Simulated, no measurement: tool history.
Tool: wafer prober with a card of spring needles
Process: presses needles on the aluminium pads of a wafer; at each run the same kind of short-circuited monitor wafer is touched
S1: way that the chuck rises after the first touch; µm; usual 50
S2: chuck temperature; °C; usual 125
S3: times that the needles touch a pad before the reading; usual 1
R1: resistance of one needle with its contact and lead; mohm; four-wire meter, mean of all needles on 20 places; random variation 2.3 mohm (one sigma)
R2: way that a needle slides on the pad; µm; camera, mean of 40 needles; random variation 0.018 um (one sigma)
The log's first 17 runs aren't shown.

run	hour	S1	S2	S3	R1	R2
# hour 110.5: tips cleaned on abrasive film
18	114.8	50	125	2	338	9.00
19	120.6	50	125	2	359	9.01
# hour 121.1: tips cleaned on abrasive film
20	125.7	50	103	3	303	8.96
# hour 131.5: tips cleaned on abrasive film
21	132.5	50	103	3	272	8.98
22	138.6	50	101	1	416	9.00
# hour 141.9: tips cleaned on abrasive film
23	145.4	50	46	1	372	8.96
24	150.4	50	46	1	425	8.95
# hour 152.3: tips cleaned on abrasive film
25	160.1	50	35	1	410	8.93
# hour 163.1: tips cleaned on abrasive film
26	165.5	31	125	1	518	5.41
27	172.0	41	30	2	410	7.29
# hour 174.0: tips cleaned on abrasive film
28	180.0	50	125	1	416	8.92
# hour 184.4: tips cleaned on abrasive film
29	188.0	50	125	1	375	8.94
# hour 194.8: height of the first contact set anew
# hour 195.7: tips cleaned on abrasive film
30	197.3	65	55	1	289	11.90
31	201.4	50	45	2	330	9.16
# hour 206.3: tips cleaned on abrasive film
32	210.8	36	86	1	516	6.56
# hour 217.0: tips cleaned on abrasive film
33	218.2	31	41	2	350	5.64
34	226.0	31	41	2	524	5.64
# hour 227.5: tips cleaned on abrasive film
35	230.8	39	41	3	314	7.11

Forecast each of these 3 alternatives for the next run:
# hour 237.9: tips cleaned on abrasive film
A	237.9	52	125	1	?	?
# hour 237.9: tips cleaned on abrasive film
B	237.9	32	28	1	?	?
# hour 237.9: tips cleaned on abrasive film
C	237.9	39	60	3	?	?

run	R1	R2
A	273	9.49
B	273	5.81
C	255	7.13
Without the tool's hidden state the same runs would have given:
run	R1	R2
A	263	9.55
B	245	5.87
C	248	7.19

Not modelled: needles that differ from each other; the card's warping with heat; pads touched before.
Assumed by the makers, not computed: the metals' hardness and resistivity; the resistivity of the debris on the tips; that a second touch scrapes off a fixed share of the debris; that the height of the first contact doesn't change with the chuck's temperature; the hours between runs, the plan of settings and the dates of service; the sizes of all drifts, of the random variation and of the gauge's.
